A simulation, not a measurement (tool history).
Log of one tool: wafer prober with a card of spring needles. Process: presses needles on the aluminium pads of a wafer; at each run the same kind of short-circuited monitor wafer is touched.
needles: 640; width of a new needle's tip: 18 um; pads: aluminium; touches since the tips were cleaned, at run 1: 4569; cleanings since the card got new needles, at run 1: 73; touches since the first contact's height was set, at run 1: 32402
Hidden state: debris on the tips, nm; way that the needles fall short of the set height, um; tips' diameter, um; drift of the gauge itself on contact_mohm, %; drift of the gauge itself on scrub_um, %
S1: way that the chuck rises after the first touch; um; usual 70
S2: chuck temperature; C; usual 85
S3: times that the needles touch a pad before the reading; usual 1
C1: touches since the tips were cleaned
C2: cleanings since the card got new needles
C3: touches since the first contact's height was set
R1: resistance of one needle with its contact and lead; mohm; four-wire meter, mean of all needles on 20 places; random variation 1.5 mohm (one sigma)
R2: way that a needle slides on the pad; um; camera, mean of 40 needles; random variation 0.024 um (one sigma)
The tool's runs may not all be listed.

run	hour	S1	S2	S3	C1	C2	C3	R1	R2
1	0.0	70	85	1	4569	73	32402	147	17.25
# hour 3.3: tips cleaned on abrasive film
# hour 19.3: tips cleaned on abrasive film
# hour 35.4: tips cleaned on abrasive film
2	44.0	70	85	1	3549	76	50377	148	17.29
# hour 50.5: tips cleaned on abrasive film
# hour 66.7: tips cleaned on abrasive film
# hour 70.3: height of the first contact set anew
3	79.2	70	85	1	4995	78	3669	145	17.28
# hour 82.5: tips cleaned on abrasive film
# hour 98.7: tips cleaned on abrasive film
4	111.5	70	85	1	5258	80	16879	149	17.31
# hour 114.8: tips cleaned on abrasive film
# hour 130.5: tips cleaned on abrasive film
# hour 146.7: tips cleaned on abrasive film
# hour 162.9: tips cleaned on abrasive film
5	168.1	70	85	1	2131	84	40007	147	17.25
# hour 177.9: tips cleaned on abrasive film
# hour 190.9: tips cleaned on abrasive film
6	200.0	70	85	1	3752	86	53037	146	17.26
# hour 206.5: tips cleaned on abrasive film
# hour 222.3: tips cleaned on abrasive film
# hour 222.6: height of the first contact set anew
7	234.4	70	85	1	4853	88	4853	145	17.25
# hour 237.7: tips cleaned on abrasive film
# hour 253.6: tips cleaned on abrasive film
# hour 266.6: tips cleaned on abrasive film
# hour 279.6: tips cleaned on abrasive film
8	287.4	70	85	1	3214	92	26485	143	17.30
# hour 294.0: tips cleaned on abrasive film
# hour 310.0: tips cleaned on abrasive film
# hour 325.5: tips cleaned on abrasive film
9	333.1	70	85	1	3119	95	45167	142	17.29
# hour 339.7: tips cleaned on abrasive film
# hour 352.6: tips cleaned on abrasive film
# hour 368.8: tips cleaned on abrasive film
# hour 372.3: height of the first contact set anew
# hour 385.1: tips cleaned on abrasive film
10	386.9	54	85	1	728	99	5949	156	13.36
# hour 399.9: tips cleaned on abrasive film
# hour 416.0: tips cleaned on abrasive film
# hour 432.3: tips cleaned on abrasive film
# hour 446.6: tips cleaned on abrasive film
11	446.6	54	85	1	0	103	30336	155	13.34
# hour 462.8: tips cleaned on abrasive film
# hour 478.8: tips cleaned on abrasive film
12	480.6	54	85	1	753	105	44258	157	13.38
# hour 493.3: tips cleaned on abrasive film
# hour 508.8: tips cleaned on abrasive film
# hour 522.0: height of the first contact set anew
# hour 525.3: tips cleaned on abrasive film
# hour 541.5: tips cleaned on abrasive film
13	548.0	54	85	1	2699	109	10651	156	13.31
# hour 554.6: tips cleaned on abrasive film
# hour 570.5: tips cleaned on abrasive film
14	580.7	70	85	2	4186	111	24011	146	17.33
# hour 583.8: tips cleaned on abrasive film
# hour 600.0: tips cleaned on abrasive film
# hour 616.1: tips cleaned on abrasive film
# hour 632.3: tips cleaned on abrasive film
# hour 648.5: tips cleaned on abrasive film
15	648.6	69	35	1	21	116	51713	136	17.10
# hour 664.3: tips cleaned on abrasive film
# hour 674.2: height of the first contact set anew
# hour 677.6: tips cleaned on abrasive film
# hour 693.8: tips cleaned on abrasive film
# hour 709.9: tips cleaned on abrasive film
16	716.7	53	51	2	2779	120	17329	147	13.14
# hour 723.2: tips cleaned on abrasive film
# hour 739.4: tips cleaned on abrasive film
# hour 755.3: tips cleaned on abrasive film
# hour 768.3: tips cleaned on abrasive film
17	769.5	70	32	1	501	124	38919	135	17.36
# hour 782.5: tips cleaned on abrasive film
# hour 795.5: tips cleaned on abrasive film
18	805.5	70	29	1	4130	126	53653	133	17.35
# hour 808.9: tips cleaned on abrasive film
# hour 821.9: tips cleaned on abrasive film
# hour 825.4: height of the first contact set anew
# hour 838.4: tips cleaned on abrasive film
# hour 854.3: tips cleaned on abrasive film
# hour 870.1: tips cleaned on abrasive film
19	875.3	65	85	1	2120	131	20404	148	16.11
# hour 885.0: tips cleaned on abrasive film
# hour 898.0: tips cleaned on abrasive film
# hour 914.2: tips cleaned on abrasive film
# hour 930.0: tips cleaned on abrasive film
# hour 943.9: tips cleaned on abrasive film
20	943.9	65	85	1	0	136	48438	146	16.12
# hour 959.9: tips cleaned on abrasive film
# hour 975.7: tips cleaned on abrasive film
# hour 976.0: height of the first contact set anew
# hour 992.2: tips cleaned on abrasive film
21	999.4	80	29	2	2958	139	9585	130	19.84
# hour 1005.9: tips cleaned on abrasive film
# hour 1021.9: tips cleaned on abrasive film
22	1032.4	80	29	2	4338	141	23093	131	19.82
# hour 1035.8: tips cleaned on abrasive film
# hour 1052.0: tips cleaned on abrasive film
# hour 1065.0: tips cleaned on abrasive film
# hour 1081.2: tips cleaned on abrasive film
# hour 1097.1: tips cleaned on abrasive film
23	1097.8	81	80	2	279	146	49793	135	20.12
# hour 1110.8: tips cleaned on abrasive film
# hour 1127.0: tips cleaned on abrasive film
# hour 1127.3: height of the first contact set anew
# hour 1143.3: tips cleaned on abrasive film
# hour 1159.3: tips cleaned on abrasive film
24	1162.0	61	89	2	1118	150	14198	148	15.12
# hour 1175.0: tips cleaned on abrasive film
# hour 1191.2: tips cleaned on abrasive film
25	1203.1	82	62	1	4895	152	31021	139	20.35

How the hidden state differs across the entries between the runs, from the last listed run before each to the first after it:
Between runs 1 and 2: tips cleaned on abrasive film (hour 3.3); tips cleaned on abrasive film (hour 19.3); tips cleaned on abrasive film (hour 35.4)
  drift of the gauge itself on scrub_um, %: 0 -> 0.02
  measured less the result without the state, R2: +0.00 -> +0.00 um
Between runs 2 and 3: tips cleaned on abrasive film (hour 50.5); tips cleaned on abrasive film (hour 66.7); height of the first contact set anew (hour 70.3)
  drift of the gauge itself on scrub_um, %: 0.02 -> 0.04
  measured less the result without the state, R2: +0.00 -> +0.01 um
Between runs 3 and 4: tips cleaned on abrasive film (hour 82.5); tips cleaned on abrasive film (hour 98.7)
  drift of the gauge itself on scrub_um, %: 0.04 -> 0.06
  measured less the result without the state, R2: +0.01 -> +0.00 um
Between runs 4 and 5: tips cleaned on abrasive film (hour 114.8); tips cleaned on abrasive film (hour 130.5); tips cleaned on abrasive film (hour 146.7); tips cleaned on abrasive film (hour 162.9)
  debris on the tips, nm: 0.3 -> 0.2; drift of the gauge itself on scrub_um, %: 0.06 -> 0.09
  measured less the result without the state, R2: +0.00 -> +0.01 um
Between runs 5 and 6: tips cleaned on abrasive film (hour 177.9); tips cleaned on abrasive film (hour 190.9)
  debris on the tips, nm: 0.2 -> 0.3; drift of the gauge itself on scrub_um, %: 0.09 -> 0.1
  measured less the result without the state, R2: +0.01 -> +0.02 um
Between runs 6 and 7: tips cleaned on abrasive film (hour 206.5); tips cleaned on abrasive film (hour 222.3); height of the first contact set anew (hour 222.6)
  drift of the gauge itself on scrub_um, %: 0.1 -> 0.12
  measured less the result without the state, R2: +0.02 -> +0.02 um
Between runs 7 and 8: tips cleaned on abrasive film (hour 237.7); tips cleaned on abrasive film (hour 253.6); tips cleaned on abrasive film (hour 266.6); tips cleaned on abrasive film (hour 279.6)
  drift of the gauge itself on scrub_um, %: 0.12 -> 0.15
  measured less the result without the state, R2: +0.02 -> +0.03 um
Between runs 8 and 9: tips cleaned on abrasive film (hour 294.0); tips cleaned on abrasive film (hour 310.0); tips cleaned on abrasive film (hour 325.5)
  debris on the tips, nm: 0.3 -> 0.2; drift of the gauge itself on scrub_um, %: 0.15 -> 0.17
  measured less the result without the state, R2: +0.03 -> +0.03 um
Between runs 9 and 10: tips cleaned on abrasive film (hour 339.7); tips cleaned on abrasive film (hour 352.6); tips cleaned on abrasive film (hour 368.8); height of the first contact set anew (hour 372.3); tips cleaned on abrasive film (hour 385.1)
  debris on the tips, nm: 0.2 -> 0.1; drift of the gauge itself on scrub_um, %: 0.17 -> 0.2
  measured less the result without the state, R2: +0.03 -> +0.03 um
Between runs 10 and 11: tips cleaned on abrasive film (hour 399.9); tips cleaned on abrasive film (hour 416.0); tips cleaned on abrasive film (hour 432.3); tips cleaned on abrasive film (hour 446.6)
  debris on the tips, nm: 0.1 -> 0; drift of the gauge itself on scrub_um, %: 0.2 -> 0.23
  measured less the result without the state, R2: +0.03 -> +0.03 um
Between runs 11 and 12: tips cleaned on abrasive film (hour 462.8); tips cleaned on abrasive film (hour 478.8)
  debris on the tips, nm: 0 -> 0.1; drift of the gauge itself on scrub_um, %: 0.23 -> 0.24
  measured less the result without the state, R2: +0.03 -> +0.04 um
Between runs 12 and 13: tips cleaned on abrasive film (hour 493.3); tips cleaned on abrasive film (hour 508.8); height of the first contact set anew (hour 522.0); tips cleaned on abrasive film (hour 525.3); tips cleaned on abrasive film (hour 541.5)
  debris on the tips, nm: 0.1 -> 0.3; drift of the gauge itself on scrub_um, %: 0.24 -> 0.28
  measured less the result without the state, R2: +0.04 -> +0.03 um
Between runs 13 and 14: tips cleaned on abrasive film (hour 554.6); tips cleaned on abrasive film (hour 570.5)
  drift of the gauge itself on scrub_um, %: 0.28 -> 0.29
  measured less the result without the state, R2: +0.03 -> +0.05 um
Between runs 14 and 15: tips cleaned on abrasive film (hour 583.8); tips cleaned on abrasive film (hour 600.0); tips cleaned on abrasive film (hour 616.1); tips cleaned on abrasive film (hour 632.3); tips cleaned on abrasive film (hour 648.5)
  debris on the tips, nm: 0.3 -> 0; drift of the gauge itself on scrub_um, %: 0.29 -> 0.33
  measured less the result without the state, R2: +0.05 -> +0.06 um
Between runs 15 and 16: tips cleaned on abrasive film (hour 664.3); height of the first contact set anew (hour 674.2); tips cleaned on abrasive film (hour 677.6); tips cleaned on abrasive film (hour 693.8); tips cleaned on abrasive film (hour 709.9)
  debris on the tips, nm: 0 -> 0.3; drift of the gauge itself on scrub_um, %: 0.33 -> 0.36
  measured less the result without the state, R2: +0.06 -> +0.05 um
Between runs 16 and 17: tips cleaned on abrasive film (hour 723.2); tips cleaned on abrasive film (hour 739.4); tips cleaned on abrasive film (hour 755.3); tips cleaned on abrasive film (hour 768.3)
  debris on the tips, nm: 0.3 -> 0.1; drift of the gauge itself on scrub_um, %: 0.36 -> 0.39
  measured less the result without the state, R2: +0.05 -> +0.07 um
Between runs 17 and 18: tips cleaned on abrasive film (hour 782.5); tips cleaned on abrasive film (hour 795.5)
  debris on the tips, nm: 0.1 -> 0.3; drift of the gauge itself on scrub_um, %: 0.39 -> 0.41
  measured less the result without the state, R2: +0.07 -> +0.07 um
Between runs 18 and 19: tips cleaned on abrasive film (hour 808.9); tips cleaned on abrasive film (hour 821.9); height of the first contact set anew (hour 825.4); tips cleaned on abrasive film (hour 838.4); tips cleaned on abrasive film (hour 854.3); tips cleaned on abrasive film (hour 870.1)
  debris on the tips, nm: 0.3 -> 0.2; drift of the gauge itself on scrub_um, %: 0.41 -> 0.44
  measured less the result without the state, R2: +0.07 -> +0.07 um
Between runs 19 and 20: tips cleaned on abrasive film (hour 885.0); tips cleaned on abrasive film (hour 898.0); tips cleaned on abrasive film (hour 914.2); tips cleaned on abrasive film (hour 930.0); tips cleaned on abrasive film (hour 943.9)
  debris on the tips, nm: 0.2 -> 0; drift of the gauge itself on scrub_um, %: 0.44 -> 0.48
  measured less the result without the state, R2: +0.07 -> +0.08 um
Between runs 20 and 21: tips cleaned on abrasive film (hour 959.9); tips cleaned on abrasive film (hour 975.7); height of the first contact set anew (hour 976.0); tips cleaned on abrasive film (hour 992.2)
  debris on the tips, nm: 0 -> 0.3; drift of the gauge itself on scrub_um, %: 0.48 -> 0.51
  measured less the result without the state, R2: +0.08 -> +0.10 um
Between runs 21 and 22: tips cleaned on abrasive film (hour 1005.9); tips cleaned on abrasive film (hour 1021.9)
  drift of the gauge itself on scrub_um, %: 0.51 -> 0.52
  measured less the result without the state, R2: +0.10 -> +0.10 um
Between runs 22 and 23: tips cleaned on abrasive film (hour 1035.8); tips cleaned on abrasive film (hour 1052.0); tips cleaned on abrasive film (hour 1065.0); tips cleaned on abrasive film (hour 1081.2); tips cleaned on abrasive film (hour 1097.1)
  debris on the tips, nm: 0.3 -> 0.1; drift of the gauge itself on scrub_um, %: 0.52 -> 0.56
  measured less the result without the state, R2: +0.10 -> +0.11 um
Between runs 23 and 24: tips cleaned on abrasive film (hour 1110.8); tips cleaned on abrasive film (hour 1127.0); height of the first contact set anew (hour 1127.3); tips cleaned on abrasive film (hour 1143.3); tips cleaned on abrasive film (hour 1159.3)
  drift of the gauge itself on scrub_um, %: 0.56 -> 0.59
  measured less the result without the state, R2: +0.11 -> +0.09 um
Between runs 24 and 25: tips cleaned on abrasive film (hour 1175.0); tips cleaned on abrasive film (hour 1191.2)
  debris on the tips, nm: 0.1 -> 0.3; drift of the gauge itself on scrub_um, %: 0.59 -> 0.61
  measured less the result without the state, R2: +0.09 -> +0.13 um
